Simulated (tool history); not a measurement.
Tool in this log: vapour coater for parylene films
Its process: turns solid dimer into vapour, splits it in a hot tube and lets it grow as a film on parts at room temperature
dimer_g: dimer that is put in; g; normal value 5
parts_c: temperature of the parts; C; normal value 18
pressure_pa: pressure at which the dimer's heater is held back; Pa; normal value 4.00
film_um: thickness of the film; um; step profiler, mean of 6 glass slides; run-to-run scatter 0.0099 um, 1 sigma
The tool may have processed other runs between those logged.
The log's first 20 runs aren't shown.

run,day,dimer_g,parts_c,pressure_pa,film_um
21,12.471,4,18,3.06,0.892
22,12.942,2,18,3.06,0.460
23,13.638,2,29,3.62,0.263
24,14.100,2,10,3.62,0.571
25,14.667,7,21,4.00,1.299
26,15.371,2,18,4.00,0.426
# day 15.492: table's thermometer calibrated
27,15.954,3,27,5.06,0.417
28,16.362,2,25,2.69,0.333
29,17.162,5,25,3.41,0.786
# day 17.483: table's thermometer calibrated, once more
30,17.592,5,25,3.41,0.817

What will run 31 give?
31,18.262,2,14,7.23,?

Run 31 measured film_um 0.472 um.
Without the tool's hidden state the same run would have given film_um 0.489 um.
